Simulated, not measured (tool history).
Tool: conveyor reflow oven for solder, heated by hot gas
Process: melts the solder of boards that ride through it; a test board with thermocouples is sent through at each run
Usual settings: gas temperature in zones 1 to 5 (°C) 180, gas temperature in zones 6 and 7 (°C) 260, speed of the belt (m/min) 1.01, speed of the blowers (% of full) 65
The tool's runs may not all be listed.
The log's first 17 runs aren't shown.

run,day,gas temperature in zones 1 to 5 (°C),gas temperature in zones 6 and 7 (°C),speed of the belt (m/min),speed of the blowers (% of full),hours of work since the flux was cleaned out,hours of work since the belt drive was overhauled,hours of work since the thermocouples were changed,highest temperature of the board (°C),time above the solder's melting point (s)
18,12.404,173,260,1.01,81,150,932,658,242.2,30.8
# day 12.625: belt drive overhauled, speed set with a stopwatch
19,13.383,173,260,0.94,78,165,14,672,243.6,33.3
20,13.983,173,260,0.94,78,175,24,683,244.1,32.9
21,14.896,180,260,1.01,67,192,41,699,239.5,28.3
22,15.812,180,260,1.19,60,208,57,716,230.0,15.2
23,16.638,178,260,1.19,57,223,72,730,228.0,12.2
24,17.038,178,260,1.19,57,230,79,737,226.5,12.5
25,17.904,185,260,0.94,57,245,94,753,239.7,31.6
26,18.779,193,260,0.89,65,261,110,769,244.8,42.1
27,19.662,185,250,0.87,65,277,126,784,236.5,33.3
28,20.492,184,250,1.15,65,291,140,799,227.2,14.0
29,21.354,184,250,1.15,65,307,156,815,226.6,13.9
30,22.271,184,250,1.15,65,323,172,831,226.4,13.8

Forecast each of these 5 alternatives for the next run:
A,22.896,184,250,1.07,65,334,183,842,?,?
B,22.896,180,260,1.02,65,334,183,842,?,?
C,22.896,184,250,1.15,54,334,183,842,?,?
D,22.896,193,272,0.85,65,334,183,842,?,?
E,22.896,169,260,1.01,65,334,183,842,?,?

run,highest temperature of the board (°C),time above the solder's melting point (s)
A,229.1,18.1
B,237.4,26.4
C,221.5,7.8
D,256.4,49.4
E,234.4,22.3
Without the tool's hidden state the same runs would have given:
run,highest temperature of the board (°C),time above the solder's melting point (s)
A,230.9,20.5
B,239.4,28.4
C,223.4,10.6
D,257.7,50.1
E,236.6,24.5
